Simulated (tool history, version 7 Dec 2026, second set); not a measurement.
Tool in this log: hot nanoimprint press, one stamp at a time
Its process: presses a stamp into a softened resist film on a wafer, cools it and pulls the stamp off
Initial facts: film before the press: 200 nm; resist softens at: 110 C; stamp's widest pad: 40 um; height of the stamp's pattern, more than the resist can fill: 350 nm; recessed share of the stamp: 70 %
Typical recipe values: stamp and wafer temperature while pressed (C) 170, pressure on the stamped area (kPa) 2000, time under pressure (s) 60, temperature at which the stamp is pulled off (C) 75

run   hour  stamp and wafer temperature while pressed (C)  pressure on the stamped area (kPa)  time under pressure (s)  temperature at which the stamp is pulled off (C)  resist left under the stamp's widest pad (nm)  greatest force while the stamp is pulled off (N)
  1      0                                            170                                2000                       60                                                75                                          121.1                                               234
  2    9.8                                            173                                2000                       60                                                75                                          108.9                                               242
  3   21.7                                            173                                2000                       60                                                75                                          109.4                                               240
  4   34.6                                            170                                2000                       60                                                75                                          121.1                                               246
  5   51.5                                            170                                2000                       60                                                75                                          120.9                                               247
  6   69.1                                            170                                2000                       60                                                75                                          120.7                                               237
  7     82                                            170                                2000                       60                                                75                                          121.4                                               242
  8   96.3                                            170                                2000                       60                                                75                                          121.3                                               244
  9  113.4                                            170                                2000                       60                                                75                                            122                                               248
 10  127.2                                            170                                2000                       60                                                75                                          121.3                                               249
 11  143.7                                            170                                2000                       60                                                81                                          121.8                                               214
 12  160.7                                            170                                2000                       60                                                81                                          122.3                                               217
     173.3  -- plate thermocouple calibrated
 13  174.3                                            170                                2000                       60                                                81                                          118.1                                               222
 14  190.4                                            170                                2000                       60                                                75                                          117.5                                               259
 15  198.8                                            170                                2000                       60                                                75                                          119.7                                               249
 16  211.7                                            170                                2000                       60                                                75                                          118.9                                               262
 17  225.2                                            162                                2550                       44                                                77                                          150.1                                               252
 18  239.7                                            162                                2550                       44                                                77                                          149.5                                               249
 19  255.8                                            160                                1790                       44                                                77                                          171.2                                               244
 20  270.8                                            175                                1790                       37                                                67                                          123.6                                               303
 21    286                                            164                                2000                       74                                                73                                            137                                               267
 22  298.7                                            159                                1870                       60                                                65                                          166.8                                               315
 23  312.9                                            159                                2190                       41                                                65                                          170.5                                               320
 24  331.5                                            159                                2190                       41                                                65                                          170.1                                               316
 25  350.6                                            159                                2190                       41                                                65                                          168.7                                               324
 26  360.9                                            159                                2190                       41                                                65                                          169.3                                               321
 27  375.3                                            178                                2000                      112                                                70                                           73.2                                               308
 28  388.4                                            178                                2000                      112                                                70                                           73.1                                               305
 29  398.5                                            178                                2000                      112                                                71                                             73                                               296
 30  412.7                                            170                                1800                      104                                                75                                          106.7                                               281
 31    432                                            170                                2630                      111                                                75                                           87.2                                               269

Each row is a separate what-if for the run after 31, all from the same tool condition, not one after another. Results?
  A  448.5                                            171                                1300                       42                                                75                                              ?                                                 ?
  B  448.5                                            171                                1620                      111                                                75                                              ?                                                 ?
  C  448.5                                            170                                2630                       47                                                77                                              ?                                                 ?

run  resist left under the stamp's widest pad (nm)  greatest force while the stamp is pulled off (N)
  A                                          149.6                                               276
  B                                          106.4                                               281
  C                                          114.5                                               256
The same runs, with their run-to-run variation unchanged, on a tool lacking any hidden condition would have given:
run  resist left under the stamp's widest pad (nm)  greatest force while the stamp is pulled off (N)
  A                                          147.7                                               229
  B                                          104.1                                               233
  C                                          111.6                                               212

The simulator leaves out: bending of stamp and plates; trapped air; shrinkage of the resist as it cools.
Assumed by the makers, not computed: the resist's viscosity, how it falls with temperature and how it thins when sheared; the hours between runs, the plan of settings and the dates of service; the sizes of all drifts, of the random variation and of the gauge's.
